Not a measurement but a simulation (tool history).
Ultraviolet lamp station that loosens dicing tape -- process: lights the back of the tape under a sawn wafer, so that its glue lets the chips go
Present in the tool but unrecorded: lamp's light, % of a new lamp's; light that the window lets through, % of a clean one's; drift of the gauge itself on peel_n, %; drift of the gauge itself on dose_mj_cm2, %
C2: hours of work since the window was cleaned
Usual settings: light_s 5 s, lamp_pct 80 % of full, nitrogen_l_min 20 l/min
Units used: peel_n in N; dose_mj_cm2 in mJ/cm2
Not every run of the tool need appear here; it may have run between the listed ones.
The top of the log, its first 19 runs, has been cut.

run 20 hour=113.5 | light_s=5 lamp_pct=76 nitrogen_l_min=20 | hours_of_work_of_the_lamp=126 C2=17 | peel_n=1.16 dose_mj_cm2=250
run 21 hour=118.5 | light_s=5 lamp_pct=76 nitrogen_l_min=20 | hours_of_work_of_the_lamp=130 C2=21 | peel_n=1.172 dose_mj_cm2=252
run 22 hour=126.2 | light_s=5 lamp_pct=80 nitrogen_l_min=7 | hours_of_work_of_the_lamp=136 C2=27 | peel_n=1.925 dose_mj_cm2=260
run 23 hour=130.4 | light_s=8 lamp_pct=93 nitrogen_l_min=25 | hours_of_work_of_the_lamp=139 C2=31 | peel_n=0.368 dose_mj_cm2=479
run 24 hour=134.5 | light_s=8 lamp_pct=93 nitrogen_l_min=25 | hours_of_work_of_the_lamp=142 C2=34 | peel_n=0.374 dose_mj_cm2=475
run 25 hour=142.1 | light_s=5 lamp_pct=80 nitrogen_l_min=8 | hours_of_work_of_the_lamp=148 C2=40 | peel_n=1.865 dose_mj_cm2=251
run 26 hour=146.3 | light_s=6 lamp_pct=61 nitrogen_l_min=8 | hours_of_work_of_the_lamp=152 C2=43 | peel_n=2.018 dose_mj_cm2=232
run 27 hour=154 | light_s=6 lamp_pct=75 nitrogen_l_min=33 | hours_of_work_of_the_lamp=158 C2=49 | peel_n=0.748 dose_mj_cm2=281
run 28 hour=158.1 | light_s=6 lamp_pct=75 nitrogen_l_min=33 | hours_of_work_of_the_lamp=161 C2=53 | peel_n=0.763 dose_mj_cm2=280
run 29 hour=165.4 | light_s=6 lamp_pct=75 nitrogen_l_min=33 | hours_of_work_of_the_lamp=167 C2=58 | peel_n=0.775 dose_mj_cm2=278
run 30 hour=173.9 | light_s=6 lamp_pct=75 nitrogen_l_min=33 | hours_of_work_of_the_lamp=174 C2=65 | peel_n=0.794 dose_mj_cm2=272
run 31 hour=178.9 | light_s=5 lamp_pct=82 nitrogen_l_min=33 | hours_of_work_of_the_lamp=178 C2=69 | peel_n=0.908 dose_mj_cm2=249
run 32 hour=185.7 | light_s=4 lamp_pct=91 nitrogen_l_min=26 | hours_of_work_of_the_lamp=183 C2=74 | peel_n=1.229 dose_mj_cm2=216
run 33 hour=193.1 | light_s=4 lamp_pct=91 nitrogen_l_min=26 | hours_of_work_of_the_lamp=189 C2=80 | peel_n=1.194 dose_mj_cm2=218
run 34 hour=201.8 | light_s=9 lamp_pct=95 nitrogen_l_min=7 | hours_of_work_of_the_lamp=196 C2=87 | peel_n=0.671 dose_mj_cm2=508
run 35 hour=206.2 | light_s=2 lamp_pct=87 nitrogen_l_min=23 | hours_of_work_of_the_lamp=199 C2=91 | peel_n=3.001 dose_mj_cm2=104
run 36 hour=213.6 | light_s=2 lamp_pct=87 nitrogen_l_min=23 | hours_of_work_of_the_lamp=205 C2=97 | peel_n=3.007 dose_mj_cm2=104
run 37 hour=222.6 | light_s=6 lamp_pct=80 nitrogen_l_min=8 | hours_of_work_of_the_lamp=212 C2=104 | peel_n=1.578 dose_mj_cm2=277
run 38 hour=229 | light_s=9 lamp_pct=92 nitrogen_l_min=9 | hours_of_work_of_the_lamp=217 C2=109 | peel_n=0.65 dose_mj_cm2=482

Expected results for the next run?
run 39 hour=235.7 | light_s=5 lamp_pct=80 nitrogen_l_min=15 | hours_of_work_of_the_lamp=223 C2=114 | peel_n=? dose_mj_cm2=?

peel_n: 1.546 N
dose_mj_cm2: 234 mJ/cm2
Had the tool carried no hidden state, the very same run would have given peel_n 1.109 N, dose_mj_cm2 293 mJ/cm2.
